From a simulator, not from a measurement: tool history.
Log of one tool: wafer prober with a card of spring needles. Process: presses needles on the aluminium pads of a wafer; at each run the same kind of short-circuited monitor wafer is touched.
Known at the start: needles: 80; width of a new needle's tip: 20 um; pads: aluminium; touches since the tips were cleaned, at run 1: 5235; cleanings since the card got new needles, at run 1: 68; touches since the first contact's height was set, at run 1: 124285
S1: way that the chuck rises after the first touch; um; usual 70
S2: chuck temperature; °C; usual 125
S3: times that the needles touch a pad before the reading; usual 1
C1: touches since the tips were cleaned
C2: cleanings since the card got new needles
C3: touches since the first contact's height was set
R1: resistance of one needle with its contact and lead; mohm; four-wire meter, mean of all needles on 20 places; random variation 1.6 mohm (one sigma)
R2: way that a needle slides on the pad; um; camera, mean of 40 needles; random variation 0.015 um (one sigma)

{"run": 1, "hour": 0.0, "S1": 70, "S2": 125, "S3": 1, "C1": 5235, "C2": 68, "C3": 124285, "R1": 153, "R2": 9.27}
{"hour": 5.8, "done": "tips cleaned on abrasive film"}
{"hour": 33.9, "done": "tips cleaned on abrasive film"}
{"hour": 34.2, "done": "height of the first contact set anew"}
{"hour": 62.9, "done": "tips cleaned on abrasive film"}
{"hour": 89.5, "done": "tips cleaned on abrasive film"}
{"run": 2, "hour": 89.5, "S1": 70, "S2": 125, "S3": 1, "C1": 0, "C2": 72, "C3": 15296, "R1": 156, "R2": 9.28}
{"hour": 117.9, "done": "tips cleaned on abrasive film"}
{"hour": 143.5, "done": "tips cleaned on abrasive film"}
{"hour": 170.8, "done": "tips cleaned on abrasive film"}
{"run": 3, "hour": 179.9, "S1": 70, "S2": 125, "S3": 1, "C1": 2545, "C2": 75, "C3": 40285, "R1": 153, "R2": 9.27}
{"hour": 197.2, "done": "tips cleaned on abrasive film"}
{"hour": 224.1, "done": "tips cleaned on abrasive film"}
{"run": 4, "hour": 225.9, "S1": 70, "S2": 125, "S3": 2, "C1": 509, "C2": 77, "C3": 52988, "R1": 152, "R2": 9.27}
{"hour": 248.3, "done": "tips cleaned on abrasive film"}
{"hour": 271.3, "done": "tips cleaned on abrasive film"}
{"hour": 299.8, "done": "tips cleaned on abrasive film"}
{"run": 5, "hour": 304.5, "S1": 70, "S2": 125, "S3": 2, "C1": 1285, "C2": 80, "C3": 74682, "R1": 150, "R2": 9.24}
{"hour": 326.1, "done": "tips cleaned on abrasive film"}
{"hour": 352.9, "done": "tips cleaned on abrasive film"}
{"hour": 380.9, "done": "tips cleaned on abrasive film"}
{"run": 6, "hour": 392.4, "S1": 70, "S2": 125, "S3": 1, "C1": 3191, "C2": 83, "C3": 98993, "R1": 153, "R2": 9.24}
{"hour": 409.2, "done": "tips cleaned on abrasive film"}
{"hour": 435.4, "done": "tips cleaned on abrasive film"}
{"run": 7, "hour": 457.6, "S1": 70, "S2": 125, "S3": 1, "C1": 6164, "C2": 85, "C3": 117018, "R1": 155, "R2": 9.24}
{"hour": 463.5, "done": "tips cleaned on abrasive film"}
{"hour": 491.8, "done": "tips cleaned on abrasive film"}
{"hour": 519.0, "done": "tips cleaned on abrasive film"}
{"hour": 519.3, "done": "height of the first contact set anew"}
{"hour": 542.3, "done": "tips cleaned on abrasive film"}
{"run": 8, "hour": 555.4, "S1": 56, "S2": 125, "S3": 1, "C1": 3618, "C2": 89, "C3": 9968, "R1": 163, "R2": 7.4}
{"hour": 565.5, "done": "tips cleaned on abrasive film"}
{"hour": 592.9, "done": "tips cleaned on abrasive film"}
{"hour": 620.7, "done": "tips cleaned on abrasive film"}
{"hour": 647.0, "done": "tips cleaned on abrasive film"}
{"run": 9, "hour": 647.0, "S1": 56, "S2": 125, "S3": 1, "C1": 0, "C2": 93, "C3": 35251, "R1": 164, "R2": 7.39}
{"hour": 671.7, "done": "tips cleaned on abrasive film"}
{"hour": 699.6, "done": "tips cleaned on abrasive film"}
{"hour": 726.6, "done": "tips cleaned on abrasive film"}
{"run": 10, "hour": 730.2, "S1": 56, "S2": 125, "S3": 1, "C1": 991, "C2": 96, "C3": 58247, "R1": 161, "R2": 7.37}
{"hour": 753.2, "done": "tips cleaned on abrasive film"}
{"hour": 779.7, "done": "tips cleaned on abrasive film"}
{"hour": 807.3, "done": "tips cleaned on abrasive film"}
{"run": 11, "hour": 815.6, "S1": 70, "S2": 125, "S3": 1, "C1": 2299, "C2": 99, "C3": 81846, "R1": 153, "R2": 9.24}
{"hour": 832.8, "done": "tips cleaned on abrasive film"}
{"hour": 859.4, "done": "tips cleaned on abrasive film"}
{"hour": 882.4, "done": "tips cleaned on abrasive film"}
{"run": 12, "hour": 892.1, "S1": 70, "S2": 125, "S3": 1, "C1": 2692, "C2": 102, "C3": 102994, "R1": 153, "R2": 9.19}
{"hour": 909.4, "done": "tips cleaned on abrasive film"}
{"hour": 932.4, "done": "tips cleaned on abrasive film"}
{"run": 13, "hour": 933.1, "S1": 70, "S2": 125, "S3": 1, "C1": 200, "C2": 104, "C3": 114302, "R1": 155, "R2": 9.21}
{"hour": 956.1, "done": "tips cleaned on abrasive film"}
{"hour": 982.3, "done": "tips cleaned on abrasive film"}
{"hour": 1004.3, "done": "height of the first contact set anew"}
{"hour": 1010.2, "done": "tips cleaned on abrasive film"}
{"run": 14, "hour": 1025.3, "S1": 70, "S2": 125, "S3": 2, "C1": 4192, "C2": 107, "C3": 5780, "R1": 154, "R2": 9.19}
{"hour": 1036.8, "done": "tips cleaned on abrasive film"}
{"hour": 1063.4, "done": "tips cleaned on abrasive film"}
{"run": 15, "hour": 1066.7, "S1": 70, "S2": 125, "S3": 2, "C1": 921, "C2": 109, "C3": 17221, "R1": 155, "R2": 9.2}
{"hour": 1088.1, "done": "tips cleaned on abrasive film"}
{"hour": 1111.1, "done": "tips cleaned on abrasive film"}
{"hour": 1137.4, "done": "tips cleaned on abrasive film"}
{"run": 16, "hour": 1137.4, "S1": 70, "S2": 125, "S3": 2, "C1": 0, "C2": 112, "C3": 36724, "R1": 154, "R2": 9.21}
{"hour": 1162.8, "done": "tips cleaned on abrasive film"}
{"hour": 1190.4, "done": "tips cleaned on abrasive film"}
{"hour": 1214.3, "done": "tips cleaned on abrasive film"}
{"run": 17, "hour": 1214.3, "S1": 76, "S2": 39, "S3": 2, "C1": 0, "C2": 115, "C3": 57965, "R1": 135, "R2": 9.98}
{"hour": 1240.4, "done": "tips cleaned on abrasive film"}
{"hour": 1266.8, "done": "tips cleaned on abrasive film"}
{"run": 18, "hour": 1277.2, "S1": 55, "S2": 125, "S3": 2, "C1": 2892, "C2": 117, "C3": 75367, "R1": 164, "R2": 7.23}
{"hour": 1294.5, "done": "tips cleaned on abrasive film"}
{"hour": 1321.0, "done": "tips cleaned on abrasive film"}
{"run": 19, "hour": 1336.8, "S1": 55, "S2": 125, "S3": 2, "C1": 4373, "C2": 119, "C3": 91824, "R1": 165, "R2": 7.23}
{"hour": 1348.3, "done": "tips cleaned on abrasive film"}
{"hour": 1374.6, "done": "tips cleaned on abrasive film"}
{"hour": 1402.2, "done": "tips cleaned on abrasive film"}
{"hour": 1430.9, "done": "tips cleaned on abrasive film"}
{"run": 20, "hour": 1434.0, "S1": 70, "S2": 34, "S3": 1, "C1": 875, "C2": 123, "C3": 118689, "R1": 136, "R2": 9.19}
{"hour": 1455.3, "done": "tips cleaned on abrasive film"}
{"hour": 1481.7, "done": "tips cleaned on abrasive film"}
{"hour": 1487.8, "done": "height of the first contact set anew"}
{"run": 21, "hour": 1492.6, "S1": 56, "S2": 86, "S3": 1, "C1": 2942, "C2": 125, "C3": 1355, "R1": 156, "R2": 7.34}
{"hour": 1509.2, "done": "tips cleaned on abrasive film"}
{"hour": 1533.3, "done": "tips cleaned on abrasive film"}
{"hour": 1557.8, "done": "tips cleaned on abrasive film"}
{"hour": 1586.4, "done": "tips cleaned on abrasive film"}
{"run": 22, "hour": 1586.9, "S1": 70, "S2": 89, "S3": 1, "C1": 132, "C2": 129, "C3": 27375, "R1": 147, "R2": 9.15}
{"hour": 1613.2, "done": "tips cleaned on abrasive film"}
{"hour": 1639.4, "done": "tips cleaned on abrasive film"}
{"hour": 1668.1, "done": "tips cleaned on abrasive film"}
{"run": 23, "hour": 1683.3, "S1": 56, "S2": 52, "S3": 1, "C1": 4213, "C2": 132, "C3": 54028, "R1": 145, "R2": 7.33}
{"hour": 1694.8, "done": "tips cleaned on abrasive film"}
{"hour": 1721.9, "done": "tips cleaned on abrasive film"}
{"hour": 1750.6, "done": "tips cleaned on abrasive film"}
{"run": 24, "hour": 1772.7, "S1": 56, "S2": 52, "S3": 1, "C1": 6139, "C2": 135, "C3": 78750, "R1": 150, "R2": 7.34}
{"hour": 1777.1, "done": "tips cleaned on abrasive film"}
{"hour": 1804.9, "done": "tips cleaned on abrasive film"}
{"hour": 1831.6, "done": "tips cleaned on abrasive film"}
{"hour": 1854.9, "done": "tips cleaned on abrasive film"}
{"run": 25, "hour": 1854.9, "S1": 56, "S2": 52, "S3": 1, "C1": 0, "C2": 139, "C3": 101414, "R1": 148, "R2": 7.29}
{"hour": 1881.7, "done": "tips cleaned on abrasive film"}
{"hour": 1908.9, "done": "tips cleaned on abrasive film"}
{"hour": 1936.5, "done": "tips cleaned on abrasive film"}
{"run": 26, "hour": 1941.9, "S1": 56, "S2": 52, "S3": 1, "C1": 1489, "C2": 142, "C3": 125457, "R1": 150, "R2": 7.3}

Forecast each of these 4 alternatives for the next run:
{"hour": 1964.8, "done": "tips cleaned on abrasive film"}
{"hour": 1970.9, "done": "height of the first contact set anew"}
{"run": "A", "hour": 1984.9, "S1": 56, "S2": 125, "S3": 1, "C1": 5493, "C2": 143, "C3": 3905, "R1": "?", "R2": "?"}
{"hour": 1964.8, "done": "tips cleaned on abrasive film"}
{"hour": 1970.9, "done": "height of the first contact set anew"}
{"run": "B", "hour": 1984.9, "S1": 52, "S2": 52, "S3": 3, "C1": 5493, "C2": 143, "C3": 3905, "R1": "?", "R2": "?"}
{"hour": 1964.8, "done": "tips cleaned on abrasive film"}
{"hour": 1970.9, "done": "height of the first contact set anew"}
{"run": "C", "hour": 1984.9, "S1": 89, "S2": 29, "S3": 1, "C1": 5493, "C2": 143, "C3": 3905, "R1": "?", "R2": "?"}
{"hour": 1964.8, "done": "tips cleaned on abrasive film"}
{"hour": 1970.9, "done": "height of the first contact set anew"}
{"run": "D", "hour": 1984.9, "S1": 56, "S2": 52, "S3": 1, "C1": 5493, "C2": 143, "C3": 3905, "R1": "?", "R2": "?"}

run=A R1=165 R2=7.28
run=B R1=153 R2=6.81
run=C R1=131 R2=11.64
run=D R1=149 R2=7.33
Without the tool's hidden state the same runs would have given:
run=A R1=165 R2=7.39
run=B R1=152 R2=6.91
run=C R1=130 R2=11.82
run=D R1=149 R2=7.44
